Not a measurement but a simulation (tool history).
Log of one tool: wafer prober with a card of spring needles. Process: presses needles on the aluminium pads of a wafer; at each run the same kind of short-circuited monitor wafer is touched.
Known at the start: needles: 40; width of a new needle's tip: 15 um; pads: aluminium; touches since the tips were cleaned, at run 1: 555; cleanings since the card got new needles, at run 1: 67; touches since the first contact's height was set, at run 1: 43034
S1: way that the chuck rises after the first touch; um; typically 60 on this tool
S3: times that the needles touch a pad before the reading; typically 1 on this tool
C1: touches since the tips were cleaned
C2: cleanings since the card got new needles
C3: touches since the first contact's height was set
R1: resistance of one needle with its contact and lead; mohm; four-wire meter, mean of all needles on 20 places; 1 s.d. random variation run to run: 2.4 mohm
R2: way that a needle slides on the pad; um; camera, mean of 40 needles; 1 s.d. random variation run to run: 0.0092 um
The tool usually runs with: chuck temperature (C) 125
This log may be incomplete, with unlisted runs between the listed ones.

run 1 hour=0 | S1=60 chuck_temperature_(C)=125 S3=1 | C1=555 C2=67 C3=43034 | R1=268 R2=12.52
-- hour=23.8 tips cleaned on abrasive film
-- hour=54.7 tips cleaned on abrasive film
run 2 hour=59.7 | S1=60 chuck_temperature_(C)=125 S3=1 | C1=1279 C2=69 C3=58242 | R1=268 R2=12.539
-- hour=80.6 tips cleaned on abrasive film
-- hour=107.8 tips cleaned on abrasive film
-- hour=137.3 tips cleaned on abrasive film
run 3 hour=137.3 | S1=60 chuck_temperature_(C)=125 S3=1 | C1=0 C2=72 C3=77983 | R1=271 R2=12.528
-- hour=166.3 tips cleaned on abrasive film
run 4 hour=181.2 | S1=60 chuck_temperature_(C)=125 S3=1 | C1=3817 C2=73 C3=89179 | R1=269 R2=12.548
-- hour=192.2 tips cleaned on abrasive film
-- hour=217.9 tips cleaned on abrasive film
run 5 hour=238 | S1=60 chuck_temperature_(C)=107 S3=1 | C1=5136 C2=75 C3=103636 | R1=267 R2=12.568
-- hour=247.4 tips cleaned on abrasive film
-- hour=279.3 tips cleaned on abrasive film
run 6 hour=299.2 | S1=60 chuck_temperature_(C)=107 S3=1 | C1=5088 C2=77 C3=119223 | R1=265 R2=12.58
-- hour=305.7 tips cleaned on abrasive film
-- hour=335.5 tips cleaned on abrasive film
run 7 hour=336.7 | S1=60 chuck_temperature_(C)=107 S3=1 | C1=312 C2=79 C3=128741 | R1=266 R2=12.58
-- hour=365.1 tips cleaned on abrasive film
-- hour=393.2 tips cleaned on abrasive film
run 8 hour=393.2 | S1=60 chuck_temperature_(C)=107 S3=1 | C1=0 C2=81 C3=143127 | R1=266 R2=12.589
-- hour=423.5 tips cleaned on abrasive film
run 9 hour=442.9 | S1=60 chuck_temperature_(C)=125 S3=1 | C1=4964 C2=82 C3=155810 | R1=272 R2=12.598
-- hour=452.3 tips cleaned on abrasive film
-- hour=456.3 height of the first contact set anew
-- hour=479.3 tips cleaned on abrasive film
run 10 hour=492 | S1=60 chuck_temperature_(C)=125 S3=2 | C1=3239 C2=84 C3=9076 | R1=269 R2=12.607
-- hour=509.2 tips cleaned on abrasive film
-- hour=536.2 tips cleaned on abrasive film
run 11 hour=543.5 | S1=60 chuck_temperature_(C)=125 S3=1 | C1=1859 C2=86 C3=22196 | R1=275 R2=12.614
-- hour=567.1 tips cleaned on abrasive film
-- hour=594.5 tips cleaned on abrasive film
run 12 hour=619.1 | S1=60 chuck_temperature_(C)=125 S3=1 | C1=6278 C2=88 C3=41460 | R1=276 R2=12.64
-- hour=625.6 tips cleaned on abrasive film
-- hour=656.4 tips cleaned on abrasive film
-- hour=684.3 tips cleaned on abrasive film
run 13 hour=697.5 | S1=60 chuck_temperature_(C)=125 S3=1 | C1=3354 C2=91 C3=61397 | R1=273 R2=12.653
-- hour=713 tips cleaned on abrasive film
-- hour=738.7 tips cleaned on abrasive film
run 14 hour=761 | S1=60 chuck_temperature_(C)=40 S3=1 | C1=5697 C2=93 C3=77568 | R1=244 R2=12.661
-- hour=766.7 tips cleaned on abrasive film
-- hour=792.8 tips cleaned on abrasive film
-- hour=813.6 gauge calibrated
-- hour=820.1 tips cleaned on abrasive film
run 15 hour=833.6 | S1=60 chuck_temperature_(C)=125 S3=1 | C1=3452 C2=96 C3=96052 | R1=270 R2=12.54
-- hour=849.6 tips cleaned on abrasive film
run 16 hour=867.5 | S1=52 chuck_temperature_(C)=37 S3=2 | C1=4580 C2=97 C3=104681 | R1=250 R2=10.874
-- hour=878.5 tips cleaned on abrasive film
-- hour=905.1 tips cleaned on abrasive film
run 17 hour=913.5 | S1=52 chuck_temperature_(C)=32 S3=2 | C1=2163 C2=99 C3=116394 | R1=249 R2=10.857
-- hour=931.9 tips cleaned on abrasive film
run 18 hour=947.2 | S1=52 chuck_temperature_(C)=32 S3=2 | C1=3909 C2=100 C3=124966 | R1=247 R2=10.864
-- hour=957.8 tips cleaned on abrasive film
-- hour=988.7 tips cleaned on abrasive film
run 19 hour=1002.4 | S1=52 chuck_temperature_(C)=32 S3=2 | C1=3480 C2=102 C3=139011 | R1=247 R2=10.862
-- hour=1015.1 tips cleaned on abrasive film
-- hour=1041.3 tips cleaned on abrasive film
-- hour=1070 tips cleaned on abrasive film
-- hour=1081.6 height of the first contact set anew
run 20 hour=1081.6 | S1=52 chuck_temperature_(C)=32 S3=2 | C1=2880 C2=105 C3=0 | R1=248 R2=10.891
-- hour=1098.4 tips cleaned on abrasive film
-- hour=1129.4 tips cleaned on abrasive film
run 21 hour=1144.4 | S1=41 chuck_temperature_(C)=90 S3=1 | C1=3838 C2=107 C3=16006 | R1=275 R2=8.592
-- hour=1158.8 tips cleaned on abrasive film
run 22 hour=1183.2 | S1=57 chuck_temperature_(C)=125 S3=1 | C1=6256 C2=108 C3=25895 | R1=277 R2=11.954
-- hour=1188.2 tips cleaned on abrasive film
-- hour=1216.9 tips cleaned on abrasive film
-- hour=1245.2 tips cleaned on abrasive film
run 23 hour=1254 | S1=73 chuck_temperature_(C)=125 S3=2 | C1=2246 C2=111 C3=43897 | R1=265 R2=15.326
-- hour=1273.3 tips cleaned on abrasive film
-- hour=1304.1 tips cleaned on abrasive film
run 24 hour=1324 | S1=73 chuck_temperature_(C)=125 S3=2 | C1=5089 C2=113 C3=61734 | R1=264 R2=15.354
-- hour=1333.7 tips cleaned on abrasive film
-- hour=1363.6 tips cleaned on abrasive film
-- hour=1392.2 tips cleaned on abrasive film
run 25 hour=1405.3 | S1=65 chuck_temperature_(C)=125 S3=1 | C1=3352 C2=116 C3=82429 | R1=267 R2=13.676
-- hour=1423.1 tips cleaned on abrasive film
-- hour=1450.4 tips cleaned on abrasive film
run 26 hour=1450.4 | S1=51 chuck_temperature_(C)=65 S3=2 | C1=0 C2=118 C3=93899 | R1=254 R2=10.751
-- hour=1477.6 tips cleaned on abrasive film
-- hour=1506.3 tips cleaned on abrasive film
run 27 hour=1523.5 | S1=51 chuck_temperature_(C)=65 S3=2 | C1=4395 C2=120 C3=112507 | R1=254 R2=10.753
-- hour=1535.5 tips cleaned on abrasive film
-- hour=1563.4 tips cleaned on abrasive film
-- hour=1591.6 tips cleaned on abrasive film
run 28 hour=1602 | S1=50 chuck_temperature_(C)=42 S3=1 | C1=2667 C2=123 C3=132497 | R1=255 R2=10.554
-- hour=1621.3 tips cleaned on abrasive film
-- hour=1650.5 tips cleaned on abrasive film
run 29 hour=1674.8 | S1=64 chuck_temperature_(C)=53 S3=3 | C1=6221 C2=125 C3=151045 | R1=249 R2=13.521

Forecast each of these 4 alternatives for the next run:
-- hour=1679.5 tips cleaned on abrasive film
-- hour=1705.6 tips cleaned on abrasive film
-- hour=1705.9 height of the first contact set anew
run A hour=1720.1 | S1=64 chuck_temperature_(C)=34 S3=3 | C1=3606 C2=127 C3=3606 | R1=? R2=?
-- hour=1679.5 tips cleaned on abrasive film
-- hour=1705.6 tips cleaned on abrasive film
-- hour=1705.9 height of the first contact set anew
run B hour=1720.1 | S1=65 chuck_temperature_(C)=35 S3=1 | C1=3606 C2=127 C3=3606 | R1=? R2=?
-- hour=1679.5 tips cleaned on abrasive film
-- hour=1705.6 tips cleaned on abrasive film
-- hour=1705.9 height of the first contact set anew
run C hour=1720.1 | S1=62 chuck_temperature_(C)=59 S3=1 | C1=3606 C2=127 C3=3606 | R1=? R2=?
-- hour=1679.5 tips cleaned on abrasive film
-- hour=1705.6 tips cleaned on abrasive film
-- hour=1705.9 height of the first contact set anew
run D hour=1720.1 | S1=45 chuck_temperature_(C)=125 S3=1 | C1=3606 C2=127 C3=3606 | R1=? R2=?

run=A R1=244 R2=13.536
run=B R1=237 R2=13.735
run=C R1=251 R2=13.099
run=D R1=282 R2=9.514
The same runs, with their run-to-run variation unchanged, on a tool lacking any hidden condition would have given:
run=A R1=243 R2=13.358
run=B R1=237 R2=13.555
run=C R1=250 R2=12.927
run=D R1=281 R2=9.389
